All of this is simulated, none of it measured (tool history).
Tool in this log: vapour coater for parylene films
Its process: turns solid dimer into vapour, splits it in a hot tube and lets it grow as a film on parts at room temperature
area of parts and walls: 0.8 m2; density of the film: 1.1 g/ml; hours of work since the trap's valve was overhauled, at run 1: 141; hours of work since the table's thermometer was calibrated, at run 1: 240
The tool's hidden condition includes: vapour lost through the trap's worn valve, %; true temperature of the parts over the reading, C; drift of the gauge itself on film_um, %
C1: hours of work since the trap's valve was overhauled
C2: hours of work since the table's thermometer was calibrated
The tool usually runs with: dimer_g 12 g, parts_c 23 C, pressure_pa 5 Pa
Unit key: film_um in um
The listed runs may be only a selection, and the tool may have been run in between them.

run 1 hour=0 | dimer_g=12 parts_c=23 pressure_pa=5 | C1=141 C2=240 | film_um=6.79
run 2 hour=9.8 | dimer_g=12 parts_c=23 pressure_pa=5 | C1=148 C2=246 | film_um=6.68
run 3 hour=28.1 | dimer_g=12 parts_c=23 pressure_pa=5 | C1=160 C2=259 | film_um=6.71
run 4 hour=38.4 | dimer_g=12 parts_c=23 pressure_pa=5 | C1=167 C2=266 | film_um=6.66
run 5 hour=48.7 | dimer_g=12 parts_c=23 pressure_pa=5 | C1=174 C2=273 | film_um=6.67
run 6 hour=65.8 | dimer_g=12 parts_c=23 pressure_pa=5 | C1=185 C2=284 | film_um=6.66
run 7 hour=75.9 | dimer_g=8 parts_c=23 pressure_pa=5 | C1=192 C2=291 | film_um=4.47
run 8 hour=95.7 | dimer_g=8 parts_c=23 pressure_pa=5 | C1=205 C2=304 | film_um=4.37
run 9 hour=111.7 | dimer_g=8 parts_c=23 pressure_pa=5 | C1=216 C2=315 | film_um=4.46
run 10 hour=120.8 | dimer_g=8 parts_c=23 pressure_pa=5 | C1=222 C2=321 | film_um=4.4
run 11 hour=139.9 | dimer_g=8 parts_c=23 pressure_pa=5 | C1=235 C2=334 | film_um=4.37
run 12 hour=153.8 | dimer_g=15 parts_c=23 pressure_pa=5 | C1=244 C2=343 | film_um=8.16
run 13 hour=164 | dimer_g=12 parts_c=23 pressure_pa=5 | C1=251 C2=350 | film_um=6.59
run 14 hour=184.1 | dimer_g=12 parts_c=23 pressure_pa=5 | C1=265 C2=363 | film_um=6.54
run 15 hour=201.8 | dimer_g=12 parts_c=23 pressure_pa=5 | C1=276 C2=375 | film_um=6.48
-- hour=204.2 table's thermometer calibrated
run 16 hour=212.7 | dimer_g=7 parts_c=16 pressure_pa=3.38 | C1=283 C2=6 | film_um=4.95
run 17 hour=226.2 | dimer_g=13 parts_c=23 pressure_pa=5 | C1=292 C2=15 | film_um=7.04
run 18 hour=242.3 | dimer_g=13 parts_c=23 pressure_pa=5 | C1=303 C2=26 | film_um=6.97
run 19 hour=254.9 | dimer_g=13 parts_c=23 pressure_pa=5 | C1=311 C2=34 | film_um=6.93
run 20 hour=273.7 | dimer_g=21 parts_c=23 pressure_pa=5.67 | C1=324 C2=47 | film_um=11.11
run 21 hour=289.8 | dimer_g=20 parts_c=23 pressure_pa=2.02 | C1=335 C2=57 | film_um=11.61
run 22 hour=302 | dimer_g=5 parts_c=32 pressure_pa=2.24 | C1=343 C2=66 | film_um=2.14
-- hour=312 table's thermometer calibrated, once more
run 23 hour=316.8 | dimer_g=12 parts_c=29 pressure_pa=4.86 | C1=352 C2=3 | film_um=5.38
run 24 hour=329.5 | dimer_g=21 parts_c=23 pressure_pa=10.73 | C1=361 C2=12 | film_um=10.48
run 25 hour=344.6 | dimer_g=6 parts_c=22 pressure_pa=4.61 | C1=371 C2=22 | film_um=3.28
run 26 hour=360.6 | dimer_g=6 parts_c=21 pressure_pa=5.75 | C1=382 C2=33 | film_um=3.31
run 27 hour=376 | dimer_g=20 parts_c=18 pressure_pa=4.82 | C1=392 C2=43 | film_um=12.31
run 28 hour=393.1 | dimer_g=18 parts_c=33 pressure_pa=2.5 | C1=403 C2=54 | film_um=7.4
run 29 hour=409 | dimer_g=12 parts_c=16 pressure_pa=4.1 | C1=414 C2=65 | film_um=8.06

Each row is a separate what-if for the run after 29, all from the same tool condition, not one after another. Results?
run A hour=423.8 | dimer_g=20 parts_c=18 pressure_pa=5 | C1=424 C2=75 | film_um=?
run B hour=423.8 | dimer_g=8 parts_c=33 pressure_pa=3.15 | C1=424 C2=75 | film_um=?
run C hour=423.8 | dimer_g=10 parts_c=22 pressure_pa=5 | C1=424 C2=75 | film_um=?

run=A film_um=12.17
run=B film_um=3.18
run=C film_um=5.37
Without the tool's hidden state the same runs would have given:
run=A film_um=13.48
run=B film_um=3.53
run=C film_um=5.94
